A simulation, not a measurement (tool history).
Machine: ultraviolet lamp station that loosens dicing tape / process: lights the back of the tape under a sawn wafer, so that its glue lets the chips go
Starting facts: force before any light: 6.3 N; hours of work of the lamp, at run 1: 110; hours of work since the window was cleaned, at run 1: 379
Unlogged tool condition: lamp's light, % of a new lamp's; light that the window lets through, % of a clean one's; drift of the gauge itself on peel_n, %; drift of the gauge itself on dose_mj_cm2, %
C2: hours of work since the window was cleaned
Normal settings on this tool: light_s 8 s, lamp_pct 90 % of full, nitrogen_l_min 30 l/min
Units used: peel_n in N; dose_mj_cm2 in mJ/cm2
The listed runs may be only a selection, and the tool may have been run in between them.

Run 1, hour 0.0: usual settings; hours of work of the lamp 110; C2 379. Result: peel_n 0.243 N, dose_mj_cm2 378 mJ/cm2.
Run 2, hour 6.1: usual settings but lamp_pct 76 % of full; hours of work of the lamp 114; C2 384. Result: peel_n 0.352 N, dose_mj_cm2 315 mJ/cm2.
Run 3, hour 16.7: usual settings but nitrogen_l_min 12 l/min; hours of work of the lamp 122; C2 391. Result: peel_n 0.422 N, dose_mj_cm2 377 mJ/cm2.
At hour 19.0: window cleaned of glue's vapour.
Run 4, hour 24.1: usual settings but nitrogen_l_min 12 l/min; hours of work of the lamp 127; C2 4. Result: peel_n 0.364 N, dose_mj_cm2 408 mJ/cm2.
Run 5, hour 34.1: usual settings but nitrogen_l_min 12 l/min; hours of work of the lamp 134; C2 11. Result: peel_n 0.367 N, dose_mj_cm2 404 mJ/cm2.
Run 6, hour 40.3: usual settings; hours of work of the lamp 138; C2 15. Result: peel_n 0.222 N, dose_mj_cm2 408 mJ/cm2.
Run 7, hour 48.2: usual settings but lamp_pct 69 % of full; hours of work of the lamp 144; C2 21. Result: peel_n 0.366 N, dose_mj_cm2 316 mJ/cm2.
Run 8, hour 55.0: usual settings but lamp_pct 69 % of full; hours of work of the lamp 149; C2 26. Result: peel_n 0.378 N, dose_mj_cm2 311 mJ/cm2.
Run 9, hour 64.6: usual settings but lamp_pct 69 % of full; hours of work of the lamp 156; C2 33. Result: peel_n 0.362 N, dose_mj_cm2 310 mJ/cm2.
Run 10, hour 70.3: usual settings but lamp_pct 69 % of full; hours of work of the lamp 160; C2 37. Result: peel_n 0.381 N, dose_mj_cm2 308 mJ/cm2.
Run 11, hour 78.3: usual settings but nitrogen_l_min 11 l/min; hours of work of the lamp 165; C2 42. Result: peel_n 0.383 N, dose_mj_cm2 398 mJ/cm2.
Run 12, hour 85.3: usual settings but nitrogen_l_min 11 l/min; hours of work of the lamp 170; C2 47. Result: peel_n 0.399 N, dose_mj_cm2 403 mJ/cm2.
Run 13, hour 93.9: usual settings but nitrogen_l_min 11 l/min; hours of work of the lamp 177; C2 54. Result: peel_n 0.405 N, dose_mj_cm2 402 mJ/cm2.
Run 14, hour 101.8: usual settings but light_s 6 s, nitrogen_l_min 11 l/min; hours of work of the lamp 182; C2 59. Result: peel_n 0.694 N, dose_mj_cm2 295 mJ/cm2.
Run 15, hour 112.5: usual settings but light_s 6 s, nitrogen_l_min 11 l/min; hours of work of the lamp 190; C2 67. Result: peel_n 0.738 N, dose_mj_cm2 302 mJ/cm2.
Run 16, hour 121.4: usual settings but light_s 10 s, lamp_pct 67 % of full, nitrogen_l_min 19 l/min; hours of work of the lamp 196; C2 73. Result: peel_n 0.340 N, dose_mj_cm2 368 mJ/cm2.
Run 17, hour 129.2: usual settings but light_s 10 s, lamp_pct 67 % of full, nitrogen_l_min 19 l/min; hours of work of the lamp 202; C2 79. Result: peel_n 0.324 N, dose_mj_cm2 368 mJ/cm2.
Run 18, hour 136.8: usual settings but light_s 10 s, lamp_pct 70 % of full, nitrogen_l_min 11 l/min; hours of work of the lamp 207; C2 84. Result: peel_n 0.446 N, dose_mj_cm2 390 mJ/cm2.
Run 19, hour 147.5: usual settings but light_s 10 s, lamp_pct 70 % of full, nitrogen_l_min 11 l/min; hours of work of the lamp 215; C2 92. Result: peel_n 0.459 N, dose_mj_cm2 388 mJ/cm2.
Run 20, hour 155.6: usual settings but light_s 10 s, lamp_pct 70 % of full, nitrogen_l_min 46 l/min; hours of work of the lamp 221; C2 98. Result: peel_n 0.215 N, dose_mj_cm2 378 mJ/cm2.
Run 21, hour 165.4: usual settings but lamp_pct 66 % of full, nitrogen_l_min 50 l/min; hours of work of the lamp 228; C2 105. Result: peel_n 0.357 N, dose_mj_cm2 286 mJ/cm2.
Run 22, hour 173.2: usual settings but light_s 6 s, lamp_pct 82 % of full, nitrogen_l_min 9 l/min; hours of work of the lamp 233; C2 111. Result: peel_n 1.018 N, dose_mj_cm2 265 mJ/cm2.
Run 23, hour 181.2: usual settings but light_s 4 s, lamp_pct 88 % of full, nitrogen_l_min 9 l/min; hours of work of the lamp 239; C2 116. Result: peel_n 1.620 N, dose_mj_cm2 192 mJ/cm2.
Run 24, hour 187.3: usual settings but lamp_pct 63 % of full, nitrogen_l_min 17 l/min; hours of work of the lamp 244; C2 121. Result: peel_n 0.680 N, dose_mj_cm2 272 mJ/cm2.
Run 25, hour 196.9: usual settings but lamp_pct 63 % of full, nitrogen_l_min 17 l/min; hours of work of the lamp 250; C2 128. Result: peel_n 0.666 N, dose_mj_cm2 269 mJ/cm2.
Run 26, hour 204.8: usual settings but light_s 13 s, lamp_pct 69 % of full, nitrogen_l_min 15 l/min; hours of work of the lamp 256; C2 133. Result: peel_n 0.220 N, dose_mj_cm2 485 mJ/cm2.

Here are 4 independent what-if runs from the current tool condition. What would each one return?
Run A, hour 210.0: usual settings but light_s 12 s, lamp_pct 69 % of full, nitrogen_l_min 56 l/min; hours of work of the lamp 260; C2 137. Result: peel_n ?, dose_mj_cm2 ?.
Run B, hour 210.0: usual settings but light_s 13 s, lamp_pct 70 % of full, nitrogen_l_min 18 l/min; hours of work of the lamp 260; C2 137. Result: peel_n ?, dose_mj_cm2 ?.
Run C, hour 210.0: usual settings but lamp_pct 92 % of full, nitrogen_l_min 21 l/min; hours of work of the lamp 260; C2 137. Result: peel_n ?, dose_mj_cm2 ?.
Run D, hour 210.0: usual settings but light_s 12 s, lamp_pct 91 % of full, nitrogen_l_min 15 l/min; hours of work of the lamp 260; C2 137. Result: peel_n ?, dose_mj_cm2 ?.

run  peel_n  dose_mj_cm2
  A   0.162          448
  B   0.201          489
  C   0.263          401
  D   0.164          585
With the hidden condition removed and each run's random variation left untouched, the same runs would have given:
run  peel_n  dose_mj_cm2
  A   0.152          487
  B   0.178          533
  C   0.223          437
  D   0.151          637
